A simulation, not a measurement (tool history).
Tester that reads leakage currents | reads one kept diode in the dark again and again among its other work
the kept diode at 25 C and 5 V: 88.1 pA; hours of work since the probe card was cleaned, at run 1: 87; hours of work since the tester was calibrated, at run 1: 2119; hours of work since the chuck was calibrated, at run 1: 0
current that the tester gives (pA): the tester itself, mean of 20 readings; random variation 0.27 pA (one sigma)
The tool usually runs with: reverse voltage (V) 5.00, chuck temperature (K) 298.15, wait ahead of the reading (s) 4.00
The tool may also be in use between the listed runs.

| run | hour | reverse voltage (V) | chuck temperature (K) | wait ahead of the reading (s) | hours of work since the probe card was cleaned | hours of work since the tester was calibrated | hours of work since the chuck was calibrated | current that the tester gives (pA) |
|---|---|---|---|---|---|---|---|---|
| 1 | 0.0 | 5.00 | 298.15 | 4.00 | 87 | 2119 | 0 | 88.75 |
| 2 | 122.6 | 5.00 | 298.15 | 4.00 | 173 | 2206 | 87 | 88.65 |
|  | 341.6 | tester calibrated |
| 3 | 399.0 | 5.00 | 298.15 | 4.00 | 367 | 41 | 281 | 88.29 |
| 4 | 529.3 | 3.35 | 298.15 | 4.00 | 459 | 133 | 373 | 77.60 |
| 5 | 780.2 | 5.00 | 298.15 | 4.00 | 637 | 310 | 550 | 88.66 |
| 6 | 933.6 | 5.00 | 298.15 | 2.50 | 745 | 419 | 659 | 88.74 |
| 7 | 1130.9 | 18.14 | 313.15 | 0.54 | 885 | 558 | 798 | 471.07 |
| 8 | 1419.8 | 1.23 | 330.15 | 4.00 | 1089 | 762 | 1003 | 736.24 |
| 9 | 1553.6 | 3.94 | 330.15 | 2.85 | 1184 | 857 | 1097 | 1052.24 |
| 10 | 1770.7 | 3.94 | 302.15 | 1.36 | 1337 | 1011 | 1251 | 117.66 |
|  | 1923.5 | probe card cleaned and baked |
| 11 | 1944.2 | 3.94 | 302.15 | 1.36 | 15 | 1131 | 1371 | 116.75 |
|  | 2083.5 | chuck's temperature calibrated |
| 12 | 2115.1 | 3.94 | 302.15 | 1.36 | 134 | 1251 | 22 | 116.77 |

4 options for the next run, each taken on its own from the tool as it stands now. Forecast them:
| A | 2323.4 | 2.88 | 298.15 | 4.00 | 281 | 1398 | 170 | ? |
| B | 2323.4 | 3.94 | 327.15 | 1.36 | 281 | 1398 | 170 | ? |
| C | 2323.4 | 3.94 | 294.15 | 0.51 | 281 | 1398 | 170 | ? |
| D | 2323.4 | 13.48 | 298.15 | 1.41 | 281 | 1398 | 170 | ? |

| run | current that the tester gives (pA) |
|---|---|
| A | 74.46 |
| B | 846.90 |
| C | 59.54 |
| D | 122.32 |
Take away the tool's hidden state, keep each run's random variation, and the runs would have read:
| run | current that the tester gives (pA) |
|---|---|
| A | 74.46 |
| B | 846.90 |
| C | 59.53 |
| D | 122.29 |

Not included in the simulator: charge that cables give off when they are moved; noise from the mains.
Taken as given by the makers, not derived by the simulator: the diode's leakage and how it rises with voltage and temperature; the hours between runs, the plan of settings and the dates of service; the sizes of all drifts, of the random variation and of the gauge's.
